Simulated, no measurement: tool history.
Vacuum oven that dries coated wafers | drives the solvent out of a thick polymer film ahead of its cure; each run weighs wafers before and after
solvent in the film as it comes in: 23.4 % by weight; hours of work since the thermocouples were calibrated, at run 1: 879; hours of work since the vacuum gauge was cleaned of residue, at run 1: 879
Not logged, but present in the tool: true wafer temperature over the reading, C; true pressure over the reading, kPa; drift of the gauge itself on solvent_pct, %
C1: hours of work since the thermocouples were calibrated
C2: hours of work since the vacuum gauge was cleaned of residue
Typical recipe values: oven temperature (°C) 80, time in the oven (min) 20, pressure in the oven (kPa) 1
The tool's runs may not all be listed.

{"run": 1, "day": 0.0, "oven temperature (°C)": 80, "time in the oven (min)": 20, "pressure in the oven (kPa)": 1, "C1": 879, "C2": 879, "solvent left in the film (%)": 5.8}
{"run": 2, "day": 4.196, "oven temperature (°C)": 80, "time in the oven (min)": 20, "pressure in the oven (kPa)": 1, "C1": 941, "C2": 941, "solvent left in the film (%)": 5.96}
{"day": 6.517, "done": "oven's thermocouples calibrated"}
{"run": 3, "day": 9.442, "oven temperature (°C)": 80, "time in the oven (min)": 20, "pressure in the oven (kPa)": 1, "C1": 43, "C2": 1016, "solvent left in the film (%)": 5.37}
{"day": 9.75, "done": "vacuum gauge cleaned of residue and calibrated"}
{"run": 4, "day": 14.479, "oven temperature (°C)": 80, "time in the oven (min)": 20, "pressure in the oven (kPa)": 1, "C1": 116, "C2": 69, "solvent left in the film (%)": 4.95}
{"run": 5, "day": 18.783, "oven temperature (°C)": 80, "time in the oven (min)": 20, "pressure in the oven (kPa)": 1, "C1": 179, "C2": 132, "solvent left in the film (%)": 4.87}
{"run": 6, "day": 22.15, "oven temperature (°C)": 80, "time in the oven (min)": 11, "pressure in the oven (kPa)": 1, "C1": 228, "C2": 182, "solvent left in the film (%)": 8.52}
{"run": 7, "day": 25.175, "oven temperature (°C)": 80, "time in the oven (min)": 20, "pressure in the oven (kPa)": 3.25, "C1": 272, "C2": 226, "solvent left in the film (%)": 9.57}
{"run": 8, "day": 27.429, "oven temperature (°C)": 80, "time in the oven (min)": 20, "pressure in the oven (kPa)": 3.25, "C1": 305, "C2": 259, "solvent left in the film (%)": 9.78}
{"run": 9, "day": 31.275, "oven temperature (°C)": 80, "time in the oven (min)": 20, "pressure in the oven (kPa)": 1, "C1": 362, "C2": 315, "solvent left in the film (%)": 5.25}
{"run": 10, "day": 34.004, "oven temperature (°C)": 95, "time in the oven (min)": 17, "pressure in the oven (kPa)": 3.05, "C1": 402, "C2": 355, "solvent left in the film (%)": 5.19}
{"run": 11, "day": 36.262, "oven temperature (°C)": 95, "time in the oven (min)": 17, "pressure in the oven (kPa)": 3.05, "C1": 435, "C2": 388, "solvent left in the film (%)": 5.21}
{"run": 12, "day": 40.229, "oven temperature (°C)": 95, "time in the oven (min)": 17, "pressure in the oven (kPa)": 3.05, "C1": 493, "C2": 446, "solvent left in the film (%)": 5.28}
{"run": 13, "day": 42.508, "oven temperature (°C)": 92, "time in the oven (min)": 20, "pressure in the oven (kPa)": 1, "C1": 526, "C2": 480, "solvent left in the film (%)": 2.59}
{"run": 14, "day": 47.217, "oven temperature (°C)": 80, "time in the oven (min)": 20, "pressure in the oven (kPa)": 3.69, "C1": 595, "C2": 549, "solvent left in the film (%)": 11.19}
{"run": 15, "day": 52.362, "oven temperature (°C)": 80, "time in the oven (min)": 20, "pressure in the oven (kPa)": 3.69, "C1": 670, "C2": 624, "solvent left in the film (%)": 11.28}
{"run": 16, "day": 55.95, "oven temperature (°C)": 80, "time in the oven (min)": 20, "pressure in the oven (kPa)": 0.74, "C1": 723, "C2": 677, "solvent left in the film (%)": 4.99}
{"run": 17, "day": 59.721, "oven temperature (°C)": 80, "time in the oven (min)": 20, "pressure in the oven (kPa)": 0.74, "C1": 778, "C2": 732, "solvent left in the film (%)": 5.07}

3 ways to go on from here, each from the tool as it stands after run 17. What would each give?
{"run": "A", "day": 63.229, "oven temperature (°C)": 93, "time in the oven (min)": 20, "pressure in the oven (kPa)": 0.6, "C1": 830, "C2": 783, "solvent left in the film (%)": "?"}
{"run": "B", "day": 63.229, "oven temperature (°C)": 80, "time in the oven (min)": 20, "pressure in the oven (kPa)": 1.65, "C1": 830, "C2": 783, "solvent left in the film (%)": "?"}
{"run": "C", "day": 63.229, "oven temperature (°C)": 83, "time in the oven (min)": 20, "pressure in the oven (kPa)": 0.74, "C1": 830, "C2": 783, "solvent left in the film (%)": "?"}

run=A solvent_left_in_the_film_(%)=2.07
run=B solvent_left_in_the_film_(%)=7.07
run=C solvent_left_in_the_film_(%)=4.34
Without the tool's unlogged condition, the same runs would have read:
run=A solvent_left_in_the_film_(%)=1.61
run=B solvent_left_in_the_film_(%)=6.19
run=C solvent_left_in_the_film_(%)=3.62
